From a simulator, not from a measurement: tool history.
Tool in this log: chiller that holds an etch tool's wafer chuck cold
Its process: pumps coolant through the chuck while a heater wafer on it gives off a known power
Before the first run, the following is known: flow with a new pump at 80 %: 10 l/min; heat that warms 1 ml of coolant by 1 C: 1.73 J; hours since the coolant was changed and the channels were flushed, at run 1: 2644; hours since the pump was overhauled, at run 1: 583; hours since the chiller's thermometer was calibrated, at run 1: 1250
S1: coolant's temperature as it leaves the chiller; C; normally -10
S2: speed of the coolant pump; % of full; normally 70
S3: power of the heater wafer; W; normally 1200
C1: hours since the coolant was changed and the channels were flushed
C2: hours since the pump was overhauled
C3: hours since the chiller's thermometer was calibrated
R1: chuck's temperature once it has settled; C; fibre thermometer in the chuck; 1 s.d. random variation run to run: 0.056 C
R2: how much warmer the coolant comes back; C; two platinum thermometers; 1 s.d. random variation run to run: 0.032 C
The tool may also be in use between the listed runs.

run,hour,S1,S2,S3,C1,C2,C3,R1,R2
1,0.0,-10,70,1200,2644,583,1250,0.05,4.73
2,40.1,-10,70,687,2684,623,1291,-4.26,2.73
3,81.9,-10,70,1200,2725,665,1332,-0.14,4.74
4,133.2,-10,70,1200,2777,716,1384,0.02,4.69
5,155.5,-10,70,1200,2799,738,1406,-0.04,4.76
6,197.9,-10,70,1200,2841,781,1448,0.06,4.71
7,246.2,-10,70,1200,2890,829,1497,-0.08,4.76
8,291.7,-10,70,1275,2935,875,1542,0.55,4.95
9,340.5,-10,70,1200,2984,923,1591,-0.08,4.72
10,382.6,-10,70,1200,3026,966,1633,-0.05,4.66
11,428.9,-1,70,1200,3072,1012,1679,8.96,4.68
12,477.9,-10,90,1200,3122,1061,1728,-1.28,3.57
13,514.1,-10,90,1200,3158,1097,1764,-1.36,3.59
14,560.2,-10,70,1200,3204,1143,1811,-0.05,4.63
15,584.3,-10,75,1200,3228,1167,1835,-0.44,4.36
16,632.5,-10,75,1200,3276,1215,1883,-0.43,4.35
17,686.7,-10,75,1200,3330,1270,1937,-0.40,4.31
18,729.2,-5,86,658,3373,1312,1980,-0.19,1.97
19,761.9,-10,90,817,3406,1345,2012,-4.11,2.37
20,784.0,-12,84,817,3428,1367,2034,-5.83,2.54
21,807.0,-10,70,782,3451,1390,2057,-3.50,2.97
22,844.9,-4,69,1200,3488,1428,2095,5.95,4.64
23,871.2,-4,76,1200,3515,1454,2122,5.59,4.19
24,912.4,-9,76,1321,3556,1495,2163,1.51,4.60
25,950.4,-10,70,1118,3594,1533,2201,-0.64,4.27
# hour 975.4: gauge calibrated
26,998.6,-1,81,823,3642,1582,2249,5.33,2.83
27,1023.7,-1,81,823,3667,1607,2274,5.33,2.84
28,1059.8,-1,81,823,3703,1643,2310,5.31,2.81
29,1110.2,-10,70,901,3754,1693,2361,-2.31,3.51
30,1160.0,-3,64,901,3804,1743,2410,4.84,3.87
31,1203.5,-5,66,985,3847,1786,2454,3.49,4.13
32,1236.1,-6,65,923,3880,1819,2486,1.97,3.85

Branching from run 32: 3 alternative next runs. What would each branch give?
A,1277.9,-10,73,1200,3921,1861,2528,?,?
B,1277.9,-19,65,1723,3921,1861,2528,?,?
C,1277.9,-10,70,1489,3921,1861,2528,?,?

run,R1,R2
A,-0.30,4.55
B,-4.18,7.25
C,2.42,5.90
The same runs, with their run-to-run variation unchanged, on a tool lacking any hidden condition would have given:
run,R1,R2
A,-0.30,4.60
B,-4.18,7.30
C,2.41,5.95

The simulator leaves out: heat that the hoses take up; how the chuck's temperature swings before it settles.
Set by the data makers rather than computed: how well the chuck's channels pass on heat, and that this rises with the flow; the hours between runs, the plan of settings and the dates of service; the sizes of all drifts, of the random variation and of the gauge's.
